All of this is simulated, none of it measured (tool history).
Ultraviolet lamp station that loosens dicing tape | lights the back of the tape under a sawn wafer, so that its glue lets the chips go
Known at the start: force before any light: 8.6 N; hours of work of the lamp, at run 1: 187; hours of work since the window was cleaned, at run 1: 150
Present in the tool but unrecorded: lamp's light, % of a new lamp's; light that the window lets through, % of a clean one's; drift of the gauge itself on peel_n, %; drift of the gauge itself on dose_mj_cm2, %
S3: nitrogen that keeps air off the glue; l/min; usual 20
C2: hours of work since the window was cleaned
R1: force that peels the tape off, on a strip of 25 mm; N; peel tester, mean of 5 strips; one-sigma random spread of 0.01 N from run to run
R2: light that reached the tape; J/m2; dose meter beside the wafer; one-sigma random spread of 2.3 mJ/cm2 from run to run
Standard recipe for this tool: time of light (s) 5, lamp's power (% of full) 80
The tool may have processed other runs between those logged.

{"run": 1, "hour": 0.0, "time of light (s)": 5, "lamp's power (% of full)": 80, "S3": 20, "hours of work of the lamp": 187, "C2": 150, "R1": 0.478, "R2": 2200}
{"run": 2, "hour": 21.0, "time of light (s)": 5, "lamp's power (% of full)": 80, "S3": 7, "hours of work of the lamp": 199, "C2": 162, "R1": 0.847, "R2": 2140}
{"run": 3, "hour": 55.6, "time of light (s)": 5, "lamp's power (% of full)": 80, "S3": 26, "hours of work of the lamp": 219, "C2": 182, "R1": 0.457, "R2": 2170}
{"run": 4, "hour": 99.6, "time of light (s)": 5, "lamp's power (% of full)": 80, "S3": 26, "hours of work of the lamp": 244, "C2": 207, "R1": 0.468, "R2": 2130}
{"run": 5, "hour": 141.6, "time of light (s)": 5, "lamp's power (% of full)": 80, "S3": 26, "hours of work of the lamp": 268, "C2": 232, "R1": 0.481, "R2": 2110}
{"run": 6, "hour": 169.3, "time of light (s)": 5, "lamp's power (% of full)": 80, "S3": 26, "hours of work of the lamp": 284, "C2": 247, "R1": 0.505, "R2": 2090}
{"run": 7, "hour": 197.3, "time of light (s)": 5, "lamp's power (% of full)": 80, "S3": 26, "hours of work of the lamp": 300, "C2": 264, "R1": 0.471, "R2": 2120}
{"run": 8, "hour": 235.4, "time of light (s)": 5, "lamp's power (% of full)": 80, "S3": 20, "hours of work of the lamp": 322, "C2": 285, "R1": 0.555, "R2": 2090}
{"run": 9, "hour": 276.4, "time of light (s)": 5, "lamp's power (% of full)": 80, "S3": 20, "hours of work of the lamp": 346, "C2": 309, "R1": 0.535, "R2": 2090}
{"run": 10, "hour": 314.4, "time of light (s)": 5, "lamp's power (% of full)": 80, "S3": 20, "hours of work of the lamp": 367, "C2": 331, "R1": 0.562, "R2": 2070}
{"run": 11, "hour": 359.3, "time of light (s)": 5, "lamp's power (% of full)": 80, "S3": 20, "hours of work of the lamp": 393, "C2": 356, "R1": 0.575, "R2": 2010}
{"hour": 363.9, "done": "window cleaned of glue's vapour"}
{"run": 12, "hour": 396.9, "time of light (s)": 5, "lamp's power (% of full)": 97, "S3": 20, "hours of work of the lamp": 415, "C2": 19, "R1": 0.411, "R2": 2460}
{"hour": 429.2, "done": "window cleaned of glue's vapour, once more"}
{"run": 13, "hour": 434.3, "time of light (s)": 5, "lamp's power (% of full)": 80, "S3": 20, "hours of work of the lamp": 436, "C2": 3, "R1": 0.527, "R2": 2140}
{"run": 14, "hour": 475.3, "time of light (s)": 5, "lamp's power (% of full)": 80, "S3": 20, "hours of work of the lamp": 459, "C2": 26, "R1": 0.537, "R2": 2080}
{"run": 15, "hour": 514.5, "time of light (s)": 5, "lamp's power (% of full)": 80, "S3": 20, "hours of work of the lamp": 482, "C2": 49, "R1": 0.518, "R2": 2090}
{"run": 16, "hour": 547.4, "time of light (s)": 5, "lamp's power (% of full)": 80, "S3": 20, "hours of work of the lamp": 501, "C2": 68, "R1": 0.536, "R2": 2090}
{"run": 17, "hour": 583.6, "time of light (s)": 4, "lamp's power (% of full)": 62, "S3": 9, "hours of work of the lamp": 521, "C2": 89, "R1": 1.889, "R2": 1290}
{"run": 18, "hour": 626.1, "time of light (s)": 4, "lamp's power (% of full)": 62, "S3": 9, "hours of work of the lamp": 546, "C2": 113, "R1": 1.853, "R2": 1280}
{"run": 19, "hour": 651.6, "time of light (s)": 4, "lamp's power (% of full)": 62, "S3": 9, "hours of work of the lamp": 560, "C2": 128, "R1": 1.733, "R2": 1270}
{"run": 20, "hour": 681.2, "time of light (s)": 5, "lamp's power (% of full)": 62, "S3": 9, "hours of work of the lamp": 577, "C2": 145, "R1": 1.319, "R2": 1610}
{"run": 21, "hour": 724.4, "time of light (s)": 5, "lamp's power (% of full)": 62, "S3": 9, "hours of work of the lamp": 602, "C2": 169, "R1": 1.312, "R2": 1550}
{"run": 22, "hour": 770.3, "time of light (s)": 5, "lamp's power (% of full)": 62, "S3": 20, "hours of work of the lamp": 629, "C2": 196, "R1": 0.917, "R2": 1550}
{"run": 23, "hour": 813.7, "time of light (s)": 4, "lamp's power (% of full)": 75, "S3": 20, "hours of work of the lamp": 654, "C2": 221, "R1": 1.039, "R2": 1490}
{"run": 24, "hour": 851.0, "time of light (s)": 4, "lamp's power (% of full)": 90, "S3": 31, "hours of work of the lamp": 675, "C2": 242, "R1": 0.629, "R2": 1780}
{"run": 25, "hour": 886.7, "time of light (s)": 3, "lamp's power (% of full)": 70, "S3": 20, "hours of work of the lamp": 695, "C2": 263, "R1": 1.919, "R2": 1030}
{"run": 26, "hour": 926.3, "time of light (s)": 5, "lamp's power (% of full)": 68, "S3": 20, "hours of work of the lamp": 718, "C2": 285, "R1": 0.849, "R2": 1660}
{"run": 27, "hour": 958.0, "time of light (s)": 3, "lamp's power (% of full)": 99, "S3": 20, "hours of work of the lamp": 736, "C2": 304, "R1": 1.103, "R2": 1430}
{"run": 28, "hour": 989.4, "time of light (s)": 9, "lamp's power (% of full)": 87, "S3": 6, "hours of work of the lamp": 754, "C2": 322, "R1": 0.33, "R2": 3770}
{"run": 29, "hour": 1023.2, "time of light (s)": 5, "lamp's power (% of full)": 100, "S3": 20, "hours of work of the lamp": 774, "C2": 341, "R1": 0.424, "R2": 2390}
{"run": 30, "hour": 1047.0, "time of light (s)": 2, "lamp's power (% of full)": 80, "S3": 20, "hours of work of the lamp": 787, "C2": 355, "R1": 2.817, "R2": 760}
{"run": 31, "hour": 1078.1, "time of light (s)": 2, "lamp's power (% of full)": 80, "S3": 20, "hours of work of the lamp": 805, "C2": 373, "R1": 2.742, "R2": 770}
{"run": 32, "hour": 1118.3, "time of light (s)": 5, "lamp's power (% of full)": 61, "S3": 20, "hours of work of the lamp": 828, "C2": 396, "R1": 1.153, "R2": 1400}

5 options for the next run, each taken on its own from the tool as it stands now. Forecast them:
{"run": "A", "hour": 1147.6, "time of light (s)": 3, "lamp's power (% of full)": 68, "S3": 20, "hours of work of the lamp": 845, "C2": 412, "R1": "?", "R2": "?"}
{"run": "B", "hour": 1147.6, "time of light (s)": 6, "lamp's power (% of full)": 74, "S3": 20, "hours of work of the lamp": 845, "C2": 412, "R1": "?", "R2": "?"}
{"run": "C", "hour": 1147.6, "time of light (s)": 4, "lamp's power (% of full)": 78, "S3": 20, "hours of work of the lamp": 845, "C2": 412, "R1": "?", "R2": "?"}
{"run": "D", "hour": 1147.6, "time of light (s)": 6, "lamp's power (% of full)": 80, "S3": 6, "hours of work of the lamp": 845, "C2": 412, "R1": "?", "R2": "?"}
{"run": "E", "hour": 1147.6, "time of light (s)": 5, "lamp's power (% of full)": 95, "S3": 20, "hours of work of the lamp": 845, "C2": 412, "R1": "?", "R2": "?"}

run=A R1=2.037 R2=950
run=B R1=0.551 R2=2040
run=C R1=1.092 R2=1460
run=D R1=0.826 R2=2230
run=E R1=0.492 R2=2210
Take away the tool's hidden state, keep each run's random variation, and the runs would have read:
run=A R1=1.481 R2=1180
run=B R1=0.377 R2=2540
run=C R1=0.726 R2=1820
run=D R1=0.542 R2=2770
run=E R1=0.346 R2=2750
